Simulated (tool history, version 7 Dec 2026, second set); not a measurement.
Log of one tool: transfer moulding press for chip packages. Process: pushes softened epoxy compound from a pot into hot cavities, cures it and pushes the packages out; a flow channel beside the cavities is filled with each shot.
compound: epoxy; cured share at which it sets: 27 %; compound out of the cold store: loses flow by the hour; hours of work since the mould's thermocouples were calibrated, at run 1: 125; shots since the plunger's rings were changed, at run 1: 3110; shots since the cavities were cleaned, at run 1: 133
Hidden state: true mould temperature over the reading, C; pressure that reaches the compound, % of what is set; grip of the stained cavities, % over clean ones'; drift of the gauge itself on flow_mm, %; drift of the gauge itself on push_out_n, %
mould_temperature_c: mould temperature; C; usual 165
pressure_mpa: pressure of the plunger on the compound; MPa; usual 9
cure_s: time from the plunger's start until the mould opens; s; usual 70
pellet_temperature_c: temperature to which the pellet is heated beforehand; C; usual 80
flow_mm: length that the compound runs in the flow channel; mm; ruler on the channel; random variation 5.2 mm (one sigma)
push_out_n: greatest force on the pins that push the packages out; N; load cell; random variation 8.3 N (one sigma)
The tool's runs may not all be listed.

run	day	mould_temperature_c	pressure_mpa	cure_s	pellet_temperature_c	hours of work since the mould's thermocouples were calibrated	shots since the plunger's rings were changed	shots since the cavities were cleaned	incoming compound's hours out of the cold store	flow_mm	push_out_n
1	0	165	9	70	80	125	3110	133	14.2	983	482
2	0.567	172	9	70	80	132	3277	300	21.1	929	459
# day 1.146: cavities cleaned with cleaning compound and waxed
3	1.754	172	9	70	80	145	3609	180	32.8	855	414
4	2.35	165	9	70	80	153	3786	357	39.6	831	572
# day 2.721: cavities cleaned with cleaning compound and waxed
# day 3.733: plunger's sealing rings changed
5	3.733	165	7.03	70	80	168	0	268	30.5	820	557
# day 4.383: cavities cleaned with cleaning compound and waxed
6	4.612	165	9	98	80	178	241	67	29.3	945	321
7	5.333	165	9	98	80	186	454	280	18	1001	434
# day 5.962: cavities cleaned with cleaning compound and waxed
8	6.096	165	9	70	80	195	660	39	31.9	923	425
9	7.004	165	9	70	80	206	930	309	38.1	874	561
# day 7.554: cavities cleaned with cleaning compound and waxed
10	7.758	165	9	70	80	215	1134	61	14.1	1011	437
11	8.758	165	9	70	80	227	1428	355	16.7	987	618
# day 9.129: cavities cleaned with cleaning compound and waxed
12	9.904	172	9	70	80	240	1749	229	26.2	900	439
# day 10.662: cavities cleaned with cleaning compound and waxed
13	10.662	172	9	70	80	249	1954	0	47.2	803	313
14	11.375	165	9	96	80	257	2164	210	47.7	807	439
# day 12.233: cavities cleaned with cleaning compound and waxed
15	12.633	158	10.04	85	87	272	2518	118	41.9	900	444
16	13.688	163	9.07	82	86	285	2829	429	45.4	814	541
# day 13.862: cavities cleaned with cleaning compound and waxed
17	14.346	161	7.33	82	79	292	3006	144	20.4	863	458
18	15.075	158	10.41	68	80	301	3220	358	41.6	889	905
# day 15.467: cavities cleaned with cleaning compound and waxed
19	15.867	158	9.8	73	80	310	3435	117	37.5	899	606
20	16.421	170	8.1	70	74	317	3600	282	35	805	479
# day 17.067: cavities cleaned with cleaning compound and waxed
21	17.471	170	8.1	70	74	329	3891	120	23.3	846	392
# day 18.392: plunger's sealing rings changed
# day 18.717: cavities cleaned with cleaning compound and waxed
22	18.812	165	8.04	50	80	343	105	28	25.8	906	945
23	19.796	164	6.91	89	74	356	396	319	20.3	876	454
# day 20.262: cavities cleaned with cleaning compound and waxed
24	20.7	168	10.92	89	74	366	645	130	46.3	925	379
25	21.554	163	7.24	62	80	376	897	382	37.8	794	825
# day 21.879: cavities cleaned with cleaning compound and waxed
26	22.8	160	6.83	65	79	391	1246	273	10.6	929	924
# day 23.454: cavities cleaned with cleaning compound and waxed
27	23.833	165	7.05	70	85	403	1532	111	10.3	913	469

Hidden state at the last listed run before each entry between runs and at the first one after, where it differs:
Between runs 2 and 3: cavities cleaned with cleaning compound and waxed (day 1.146)
  true mould temperature over the reading, C: -0.01 -> 0.01; pressure that reaches the compound, % of what is set: 88.2 -> 87; grip of the stained cavities, % over clean ones': 49.2 -> 34.9
  measured less the result without the state, flow_mm: -60 -> -61 mm; push_out_n: +152 -> +106 N
Between runs 4 and 5: cavities cleaned with cleaning compound and waxed (day 2.721); plunger's sealing rings changed (day 3.733)
  true mould temperature over the reading, C: 0.03 -> 0.05; pressure that reaches the compound, % of what is set: 86.4 -> 99.35; grip of the stained cavities, % over clean ones': 57.4 -> 50.5
  measured less the result without the state, flow_mm: -64 -> -3 mm; push_out_n: +207 -> +185 N
Between runs 5 and 6: cavities cleaned with cleaning compound and waxed (day 4.383)
  true mould temperature over the reading, C: 0.05 -> 0.07; pressure that reaches the compound, % of what is set: 99.35 -> 98.51; grip of the stained cavities, % over clean ones': 50.5 -> 14.8
  measured less the result without the state, flow_mm: -3 -> -7 mm; push_out_n: +185 -> +43 N
Between runs 7 and 8: cavities cleaned with cleaning compound and waxed (day 5.962)
  true mould temperature over the reading, C: 0.09 -> 0.1; pressure that reaches the compound, % of what is set: 97.79 -> 97.08; grip of the stained cavities, % over clean ones': 49 -> 10
  measured less the result without the state, flow_mm: -11 -> -14 mm; push_out_n: +141 -> +36 N
Between runs 9 and 10: cavities cleaned with cleaning compound and waxed (day 7.554)
  true mould temperature over the reading, C: 0.12 -> 0.14; pressure that reaches the compound, % of what is set: 96.08 -> 95.4; grip of the stained cavities, % over clean ones': 55.5 -> 13.7
  measured less the result without the state, flow_mm: -18 -> -25 mm; push_out_n: +199 -> +50 N
Between runs 11 and 12: cavities cleaned with cleaning compound and waxed (day 9.129)
  true mould temperature over the reading, C: 0.16 -> 0.18; pressure that reaches the compound, % of what is set: 94.46 -> 93.33; grip of the stained cavities, % over clean ones': 60.1 -> 44.8
  measured less the result without the state, flow_mm: -29 -> -32 mm; push_out_n: +229 -> +134 N
Between runs 12 and 13: cavities cleaned with cleaning compound and waxed (day 10.662)
  true mould temperature over the reading, C: 0.18 -> 0.2; pressure that reaches the compound, % of what is set: 93.33 -> 92.66; grip of the stained cavities, % over clean ones': 44.8 -> 1.3
  measured less the result without the state, flow_mm: -32 -> -32 mm; push_out_n: +134 -> +3 N
Between runs 14 and 15: cavities cleaned with cleaning compound and waxed (day 12.233)
  true mould temperature over the reading, C: 0.21 -> 0.24; pressure that reaches the compound, % of what is set: 91.95 -> 90.8; grip of the stained cavities, % over clean ones': 41.4 -> 26.9
  measured less the result without the state, flow_mm: -35 -> -45 mm; push_out_n: +127 -> +91 N
Between runs 16 and 17: cavities cleaned with cleaning compound and waxed (day 13.862)
  true mould temperature over the reading, C: 0.26 -> 0.27; pressure that reaches the compound, % of what is set: 89.73 -> 89.1; grip of the stained cavities, % over clean ones': 68.6 -> 30.3
  measured less the result without the state, flow_mm: -46 -> -52 mm; push_out_n: +219 -> +102 N
Between runs 18 and 19: cavities cleaned with cleaning compound and waxed (day 15.467)
  true mould temperature over the reading, C: 0.29 -> 0.31; pressure that reaches the compound, % of what is set: 88.34 -> 87.63; grip of the stained cavities, % over clean ones': 59 -> 25.3
  measured less the result without the state, flow_mm: -58 -> -62 mm; push_out_n: +325 -> +113 N
Between runs 20 and 21: cavities cleaned with cleaning compound and waxed (day 17.067)
  true mould temperature over the reading, C: 0.32 -> 0.34; pressure that reaches the compound, % of what is set: 87.01 -> 85.94; grip of the stained cavities, % over clean ones': 49 -> 23.9
  measured less the result without the state, flow_mm: -58 -> -68 mm; push_out_n: +155 -> +72 N
Between runs 21 and 22: plunger's sealing rings changed (day 18.392); cavities cleaned with cleaning compound and waxed (day 18.717)
  true mould temperature over the reading, C: 0.34 -> 0.37; pressure that reaches the compound, % of what is set: 85.94 -> 99.68; grip of the stained cavities, % over clean ones': 23.9 -> 8
  measured less the result without the state, flow_mm: -68 -> -3 mm; push_out_n: +72 -> +53 N
Between runs 23 and 24: cavities cleaned with cleaning compound and waxed (day 20.262)
  true mould temperature over the reading, C: 0.39 -> 0.41; pressure that reaches the compound, % of what is set: 98.61 -> 97.78; grip of the stained cavities, % over clean ones': 53.5 -> 27
  measured less the result without the state, flow_mm: -7 -> -11 mm; push_out_n: +157 -> +79 N
Between runs 25 and 26: cavities cleaned with cleaning compound and waxed (day 21.879)
  true mould temperature over the reading, C: 0.42 -> 0.45; pressure that reaches the compound, % of what is set: 96.9 -> 95.72; grip of the stained cavities, % over clean ones': 62.1 -> 48.3
  measured less the result without the state, flow_mm: -14 -> -22 mm; push_out_n: +300 -> +283 N
Between runs 26 and 27: cavities cleaned with cleaning compound and waxed (day 23.454)
  true mould temperature over the reading, C: 0.45 -> 0.47; pressure that reaches the compound, % of what is set: 95.72 -> 94.68; grip of the stained cavities, % over clean ones': 48.3 -> 26.7
  measured less the result without the state, flow_mm: -22 -> -27 mm; push_out_n: +283 -> +90 N
